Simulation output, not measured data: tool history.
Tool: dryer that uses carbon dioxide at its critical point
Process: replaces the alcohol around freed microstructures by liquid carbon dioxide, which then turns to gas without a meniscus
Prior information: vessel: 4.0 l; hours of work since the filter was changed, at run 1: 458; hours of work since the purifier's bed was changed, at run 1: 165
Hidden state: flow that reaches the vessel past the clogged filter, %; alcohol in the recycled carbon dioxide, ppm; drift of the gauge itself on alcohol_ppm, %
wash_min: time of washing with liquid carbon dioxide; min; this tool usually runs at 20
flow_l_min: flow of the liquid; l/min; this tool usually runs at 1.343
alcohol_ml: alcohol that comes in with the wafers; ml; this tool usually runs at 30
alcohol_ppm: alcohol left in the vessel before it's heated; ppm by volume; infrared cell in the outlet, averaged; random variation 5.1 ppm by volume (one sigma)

| run | hour | wash_min | flow_l_min | alcohol_ml | hours of work since the filter was changed | hours of work since the purifier's bed was changed | alcohol_ppm |
|---|---|---|---|---|---|---|---|
| 1 | 0.0 | 20 | 1.343 | 30 | 458 | 165 | 123 |
| 2 | 22.7 | 20 | 1.343 | 30 | 470 | 177 | 137 |
| 3 | 33.6 | 20 | 1.343 | 30 | 476 | 183 | 145 |
| 4 | 44.9 | 20 | 1.343 | 30 | 482 | 189 | 145 |
| 5 | 69.2 | 20 | 1.343 | 30 | 495 | 202 | 137 |
| 6 | 94.2 | 20 | 1.640 | 30 | 509 | 215 | 64 |
| 7 | 110.2 | 20 | 1.640 | 30 | 517 | 224 | 63 |
| 8 | 129.3 | 20 | 1.640 | 30 | 528 | 234 | 60 |
| 9 | 144.0 | 20 | 1.640 | 30 | 536 | 242 | 72 |
| 10 | 157.9 | 20 | 1.640 | 30 | 543 | 250 | 68 |
| 11 | 169.9 | 20 | 1.640 | 30 | 550 | 256 | 74 |
| 12 | 185.7 | 20 | 1.640 | 30 | 558 | 265 | 73 |
|  | 197.0 | inlet filter changed |
| 13 | 203.4 | 20 | 1.640 | 30 | 3 | 273 | 37 |
| 14 | 216.2 | 20 | 1.480 | 30 | 10 | 280 | 41 |
| 15 | 231.6 | 20 | 1.480 | 30 | 19 | 289 | 51 |
| 16 | 248.4 | 20 | 1.480 | 30 | 28 | 298 | 55 |
| 17 | 272.1 | 25 | 0.960 | 41 | 40 | 310 | 181 |
| 18 | 285.4 | 25 | 0.960 | 41 | 48 | 318 | 175 |
| 19 | 310.0 | 16 | 1.120 | 38 | 61 | 331 | 445 |
| 20 | 321.4 | 13 | 0.810 | 30 | 67 | 337 | 1220 |
| 21 | 337.8 | 27 | 1.530 | 67 | 76 | 346 | 36 |
| 22 | 348.6 | 20 | 1.343 | 116 | 82 | 352 | 290 |
| 23 | 363.6 | 12 | 0.810 | 53 | 90 | 360 | 2490 |
| 24 | 374.3 | 13 | 1.680 | 36 | 95 | 365 | 215 |
| 25 | 389.4 | 13 | 1.680 | 36 | 104 | 374 | 231 |
| 26 | 413.9 | 20 | 1.740 | 24 | 117 | 387 | 35 |
| 27 | 429.5 | 20 | 1.740 | 24 | 125 | 395 | 29 |
| 28 | 454.0 | 29 | 0.950 | 27 | 138 | 408 | 85 |
| 29 | 467.9 | 19 | 0.950 | 27 | 146 | 416 | 341 |

Forecast each of these 3 alternatives for the next run:
| A | 482.4 | 22 | 1.420 | 28 | 154 | 424 | ? |
| B | 482.4 | 19 | 0.960 | 29 | 154 | 424 | ? |
| C | 482.4 | 15 | 1.880 | 30 | 154 | 424 | ? |

| run | alcohol_ppm |
|---|---|
| A | 52 |
| B | 357 |
| C | 81 |
Had the tool no hidden state, the same runs would have come out as:
| run | alcohol_ppm |
|---|---|
| A | 28 |
| B | 296 |
| C | 52 |

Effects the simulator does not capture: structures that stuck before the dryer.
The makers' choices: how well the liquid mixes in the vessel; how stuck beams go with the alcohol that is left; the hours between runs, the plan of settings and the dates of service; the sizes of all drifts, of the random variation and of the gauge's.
